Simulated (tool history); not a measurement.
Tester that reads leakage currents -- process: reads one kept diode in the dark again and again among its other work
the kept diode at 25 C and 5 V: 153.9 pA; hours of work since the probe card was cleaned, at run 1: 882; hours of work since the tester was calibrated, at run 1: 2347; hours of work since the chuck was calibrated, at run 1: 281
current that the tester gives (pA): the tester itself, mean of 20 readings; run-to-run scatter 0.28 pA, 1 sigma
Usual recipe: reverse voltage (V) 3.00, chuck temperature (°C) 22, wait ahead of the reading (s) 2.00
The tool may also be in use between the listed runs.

run	hour	reverse voltage (V)	chuck temperature (°C)	wait ahead of the reading (s)	hours of work since the probe card was cleaned	hours of work since the tester was calibrated	hours of work since the chuck was calibrated	current that the tester gives (pA)
1	0.0	3.00	22	2.00	882	2347	281	95.23
2	57.7	3.00	26	2.00	912	2378	311	133.61
3	142.9	3.00	22	2.00	957	2423	357	96.09
4	185.2	3.00	22	1.85	980	2445	379	95.95
5	243.7	3.00	22	1.85	1011	2476	410	96.31
# hour 320.2: tester calibrated
6	323.0	3.00	22	1.85	1052	1	451	96.84
7	373.2	3.00	22	2.00	1078	28	477	97.15
8	432.8	3.00	22	2.00	1110	60	509	97.14
9	495.6	3.00	22	2.00	1143	93	542	97.47
10	575.1	3.00	22	0.41	1185	135	584	98.91
11	624.6	3.00	29	0.41	1211	161	611	176.23
12	693.8	3.00	47	0.41	1248	198	647	686.67
13	759.0	19.15	22	2.00	1283	232	682	254.37
14	809.6	2.16	22	2.00	1309	259	709	82.68
15	861.9	3.00	22	3.15	1337	287	736	98.25
16	941.5	3.00	22	3.15	1379	329	778	98.33
17	983.3	3.00	22	3.15	1401	351	801	98.54
18	1038.4	3.00	22	3.15	1431	380	830	98.52
19	1088.4	17.69	45	3.26	1457	407	856	1449.18
20	1169.7	2.67	33	0.53	1500	450	899	229.18
21	1224.2	3.00	32	2.00	1529	479	928	222.75
22	1294.5	1.43	40	2.00	1566	516	965	286.21
23	1352.0	5.66	22	0.86	1597	547	996	139.32
24	1425.1	5.66	22	0.86	1635	585	1035	139.84
25	1501.3	5.66	22	0.86	1676	626	1075	140.24
26	1554.7	3.59	22	2.00	1704	654	1103	110.33
27	1631.2	1.01	22	0.75	1745	694	1144	58.36
28	1676.9	14.46	20	0.75	1769	719	1168	198.95
29	1724.4	14.46	20	0.75	1794	744	1193	198.77
30	1795.2	2.83	21	6.75	1831	781	1231	89.91
31	1864.4	2.83	21	6.75	1868	818	1267	89.92
32	1940.8	2.83	21	6.75	1909	858	1308	90.16
33	2010.8	1.08	47	2.00	1946	895	1345	421.13

3 options for the next run, each taken on its own from the tool as it stands now. Forecast them:
A	2048.3	17.28	45	2.00	1965	915	1365	?
B	2048.3	2.96	47	2.00	1965	915	1365	?
C	2048.3	7.55	37	8.12	1965	915	1365	?

run	current that the tester gives (pA)
A	1470.57
B	698.98
C	533.20
Take away the tool's hidden state, keep each run's random variation, and the runs would have read:
run	current that the tester gives (pA)
A	1379.97
B	660.33
C	497.84
